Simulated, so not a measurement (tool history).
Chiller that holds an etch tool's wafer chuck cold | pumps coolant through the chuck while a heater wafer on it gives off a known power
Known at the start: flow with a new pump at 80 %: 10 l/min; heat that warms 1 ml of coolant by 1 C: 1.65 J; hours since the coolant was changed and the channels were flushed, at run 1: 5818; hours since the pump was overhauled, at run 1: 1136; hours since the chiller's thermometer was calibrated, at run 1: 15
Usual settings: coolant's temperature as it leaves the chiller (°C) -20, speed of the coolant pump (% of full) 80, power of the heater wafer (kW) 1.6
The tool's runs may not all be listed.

run	hour	coolant's temperature as it leaves the chiller (°C)	speed of the coolant pump (% of full)	power of the heater wafer (kW)	hours since the coolant was changed and the channels were flushed	hours since the pump was overhauled	hours since the chiller's thermometer was calibrated	chuck's temperature once it has settled (°C)	how much warmer the coolant comes back (C)
1	0	-20	80	1.6	5818	1136	15	-5	5.81
2	56.6	-20	80	1.781	5875	1192	72	-3	6.57
3	102.9	-20	80	1.781	5921	1238	118	-3.3	6.55
4	136.9	-20	80	1.6	5955	1272	152	-5	5.93
5	176.8	-20	80	1.6	5995	1312	192	-5	5.92
6	210.9	-20	80	0.994	6029	1346	226	-10.5	3.8
7	255	-23	80	0.994	6073	1391	270	-13.6	3.76
8	283.7	-23	80	0.994	6102	1419	299	-13.7	3.79
9	345.4	-20	80	0.994	6163	1481	361	-10.6	3.86
10	400.8	-20	80	0.994	6219	1536	416	-10.7	3.87
11	430.2	-20	80	0.994	6248	1566	445	-10.8	3.9
12	456.1	-20	80	0.994	6274	1592	471	-10.7	3.91
13	493.1	-20	80	0.994	6311	1629	508	-10.5	3.96
14	527.3	-20	80	1.6	6345	1663	543	-4.8	6.19
15	582.7	-20	80	2.23	6401	1718	598	1	8.49
16	638.8	-20	76	1.6	6457	1774	654	-4.3	6.58
# hour 684: gauge calibrated
17	700.3	-27	75	1.737	6518	1836	716	-9.6	6.77
18	732.8	-20	80	1.162	6551	1868	748	-9.2	4.27
19	776.8	-20	80	1.965	6595	1912	792	-1.5	7.19
20	821.9	-20	63	1.956	6640	1957	837	2.7	9.25
21	861.7	-12	76	1.822	6680	1997	877	5.9	7.13
22	916	-29	73	1.6	6734	2052	931	-12.8	6.58
23	961.2	-25	63	1.23	6779	2097	976	-10.9	5.98
24	996.4	-18	60	2.124	6815	2132	1012	7.7	10.69
25	1038.5	-25	68	1.58	6857	2174	1054	-8	7.07
26	1096.3	-20	87	1.6	6914	2232	1112	-6	5.6
27	1152.3	-22	80	1.6	6970	2288	1168	-7.1	6.13
28	1181.8	-22	80	1.6	7000	2317	1197	-6.9	6.19
29	1229.6	-11	80	1.6	7048	2365	1245	4	6.21
30	1267.4	-30	66	2.166	7085	2403	1283	-6	10.01
31	1305.4	-26	66	0.883	7124	2441	1321	-16.2	4.35

Measured less the same run without the tool's hidden state. The same run-to-run variation is in both; the gauge's scatter may not be:
The hidden state here: heat passed by the chuck's channels, % of clean ones'; flow at a given pump speed, % of a new pump's; coolant's true temperature over the reading, C; drift of the gauge itself on chuck_c, C; drift of the gauge itself on warmer_back_c, C.
run	how much warmer the coolant comes back (C)
1	+0
2	+0.04
3	+0.07
4	+0.09
5	+0.11
6	+0.14
7	+0.17
8	+0.19
9	+0.23
10	+0.27
11	+0.29
12	+0.3
13	+0.33
14	+0.35
15	+0.39
16	+0.42
17	+0.02
18	+0.03
19	+0.06
20	+0.09
21	+0.11
22	+0.16
23	+0.19
24	+0.21
25	+0.24
26	+0.27
27	+0.31
28	+0.33
29	+0.36
30	+0.39
31	+0.41
chuck's temperature once it has settled (°C): within 0.1 of the measured result in every run.
